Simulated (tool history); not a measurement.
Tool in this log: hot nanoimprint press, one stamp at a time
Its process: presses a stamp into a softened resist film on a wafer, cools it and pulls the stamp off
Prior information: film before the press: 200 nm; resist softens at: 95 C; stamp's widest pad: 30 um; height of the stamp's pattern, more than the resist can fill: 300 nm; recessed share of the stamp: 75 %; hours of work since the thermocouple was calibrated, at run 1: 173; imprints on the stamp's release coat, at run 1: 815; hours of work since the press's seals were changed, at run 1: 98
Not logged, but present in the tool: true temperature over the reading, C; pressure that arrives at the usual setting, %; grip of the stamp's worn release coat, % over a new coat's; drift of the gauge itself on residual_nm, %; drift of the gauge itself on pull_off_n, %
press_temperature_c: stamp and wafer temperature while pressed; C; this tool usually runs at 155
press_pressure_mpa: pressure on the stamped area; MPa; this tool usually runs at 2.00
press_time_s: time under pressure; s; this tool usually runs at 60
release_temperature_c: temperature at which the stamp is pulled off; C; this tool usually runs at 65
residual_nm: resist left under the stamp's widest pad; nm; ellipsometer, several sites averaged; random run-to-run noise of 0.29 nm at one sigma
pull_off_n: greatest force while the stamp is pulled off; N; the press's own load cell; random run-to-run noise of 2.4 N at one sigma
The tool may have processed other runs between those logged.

run   hour  press_temperature_c  press_pressure_mpa  press_time_s  release_temperature_c  hours of work since the thermocouple was calibrated  imprints on the stamp's release coat  hours of work since the press's seals were changed  residual_nm  pull_off_n
  1    0.0                  155                2.00            60                     65                                                  173                                   815                                                  98        105.7         140
  2   22.1                  155                2.00            60                     65                                                  188                                   894                                                 114        105.1         144
  3   45.0                  155                2.00            60                     65                                                  205                                   976                                                 130        104.7         157
  4   85.1                  155                2.00            60                     65                                                  233                                  1120                                                 158        104.6         152
     118.1  -- plate thermocouple calibrated
  5  120.8                  155                2.00            60                     65                                                    2                                  1237                                                 181        108.0         169
  6  150.0                  155                2.00            60                     65                                                   23                                  1342                                                 202        107.4         171
     167.0  -- stamp cleaned and given a new release coat
  7  176.3                  155                2.00            60                     65                                                   37                                    33                                                 216        107.1         109
  8  205.1                  155                2.00            60                     65                                                   57                                   137                                                 237        106.8         119
  9  222.3                  155                2.00            93                     65                                                   69                                   198                                                 249         91.5         118
 10  256.4                  155                2.00            93                     65                                                   93                                   320                                                 273         91.4         119
 11  284.3                  155                2.00            60                     65                                                  113                                   420                                                 293        106.6         125
 12  314.8                  155                2.00            60                     65                                                  135                                   530                                                 314        105.9         136
 13  351.5                  155                2.00            60                     65                                                  161                                   661                                                 340        105.8         134
 14  389.2                  155                2.00            60                     65                                                  187                                   797                                                 367        105.6         142
 15  417.4                  155                2.00            60                     65                                                  207                                   898                                                 387        104.4         154
 16  434.6                  166                2.00            84                     62                                                  219                                   959                                                 399         50.8         156
 17  458.3                  166                1.37            78                     51                                                  236                                  1044                                                 416         63.0         176
     486.4  -- plate thermocouple calibrated
 18  498.9                  166                1.37            78                     51                                                    9                                  1179                                                 442         65.7         173
 19  532.4                  166                1.37            78                     51                                                   33                                  1299                                                 466         65.6         185
     562.3  -- stamp cleaned and given a new release coat
 20  572.9                  166                1.37            78                     51                                                   57                                    38                                                 490         65.4         121
 21  589.9                  166                1.37            78                     51                                                   69                                    99                                                 502         64.9         124
 22  607.3                  155                2.41            60                     53                                                   81                                   162                                                 514        100.0         129
 23  648.5                  157                1.71            62                     56                                                  110                                   309                                                 544        101.1         131
 24  688.6                  157                1.71            62                     56                                                  139                                   453                                                 572        101.0         136
 25  719.0                  155                2.34            60                     65                                                  160                                   562                                                 593         99.8         132
     746.2  -- press's hydraulic seals changed and the load cell set to zero
 26  754.1                  162                2.34            32                     65                                                  179                                   659                                                   6         87.6         140
 27  792.3                  145                2.00            32                     68                                                  206                                   796                                                  33        174.2         136
 28  816.5                  162                1.62            87                     65                                                  223                                   883                                                  50         67.8         153
 29  854.3                  162                1.62            87                     65                                                  250                                  1019                                                  76         67.9         154

What if the next run were any one of these 3? Each begins from the tool's condition after run 29:
     863.1  -- plate thermocouple calibrated
  A  883.0                  159                2.36            60                     72                                                   14                                  1111                                                  94            ?           ?
     863.1  -- plate thermocouple calibrated
  B  883.0                  162                1.62            86                     65                                                   14                                  1111                                                  94            ?           ?
     863.1  -- plate thermocouple calibrated
  C  883.0                  162                2.87            60                     65                                                   14                                  1111                                                  94            ?           ?

run  residual_nm  pull_off_n
  A         82.4         154
  B         72.5         157
  C         63.7         158
The same runs, with their run-to-run variation unchanged, on a tool lacking any hidden condition would have given:
run  residual_nm  pull_off_n
  A         81.1         105
  B         71.5         106
  C         62.7         107

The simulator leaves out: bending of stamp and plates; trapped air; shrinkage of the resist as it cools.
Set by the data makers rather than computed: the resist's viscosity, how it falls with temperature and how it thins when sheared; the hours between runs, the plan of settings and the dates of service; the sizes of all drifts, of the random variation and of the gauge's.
